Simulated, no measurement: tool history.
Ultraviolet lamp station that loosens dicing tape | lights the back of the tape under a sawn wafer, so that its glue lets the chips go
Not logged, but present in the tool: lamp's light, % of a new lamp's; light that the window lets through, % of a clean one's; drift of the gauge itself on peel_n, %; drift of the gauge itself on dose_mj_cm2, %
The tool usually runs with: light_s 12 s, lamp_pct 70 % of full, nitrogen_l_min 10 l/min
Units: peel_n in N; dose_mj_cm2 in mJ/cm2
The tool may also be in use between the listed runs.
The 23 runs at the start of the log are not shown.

run    hour  light_s  lamp_pct  nitrogen_l_min  hours of work of the lamp  hours of work since the window was cleaned  peel_n  dose_mj_cm2
 24  1476.4       22        75               5                       1520                                         312   0.337          400
 25  1522.1       22        75               5                       1546                                         338   0.336          398
 26  1595.8       13        70              10                       1589                                         380   0.846          212
     1632.6  -- window cleaned of glue's vapour
 27  1673.9       13        70              10                       1633                                          24   0.848          226
 28  1727.7       18        78               4                       1664                                          54   0.536          342
 29    1798       18        78               4                       1704                                          95   0.553          334
 30  1833.8       18        65              16                       1725                                         115   0.436          277
 31  1911.9       24        75              10                       1769                                         160   0.188          424
 32  1988.1       21        84              17                       1813                                         204   0.172          411
 33  2028.3       21        84              17                       1836                                         227   0.165          408
 34  2102.6       12        79              17                       1878                                         269   0.751          215
       2172  -- lamp changed
 35  2178.7        9        70              10                          4                                         312   1.256          180
 36  2242.7       21        83              10                         40                                         349   0.142          495
 37  2300.8       21        83              10                         74                                         382    0.14          490
     2333.8  -- window cleaned of glue's vapour
 38  2349.1       12        86              10                        101                                           9   0.432          304
 39  2390.9       12        85              15                        125                                          33   0.382          289
 40  2446.9       12        85              15                        157                                          65   0.386          292
 41  2490.5        8        96               5                        182                                          90   1.157          223
 42  2540.9       18        91              10                        211                                         119   0.161          466
 43  2589.2       18        91              10                        239                                         146   0.168          464

Each row is a separate what-if for the run after 43, all from the same tool condition, not one after another. Results?
  A  2638.2        8        96              17                        267                                         174       ?            ?
  B  2638.2        7        70              10                        267                                         174       ?            ?
  C  2638.2       15        85               8                        267                                         174       ?            ?
  D  2638.2       16        70              10                        267                                         174       ?            ?

run  peel_n  dose_mj_cm2
  A   0.768          219
  B   1.841          136
  C   0.333          356
  D   0.406          317
With no hidden state in the tool, these same runs would have given:
run  peel_n  dose_mj_cm2
  A   0.653          237
  B    1.66          147
  C   0.275          385
  D   0.336          343
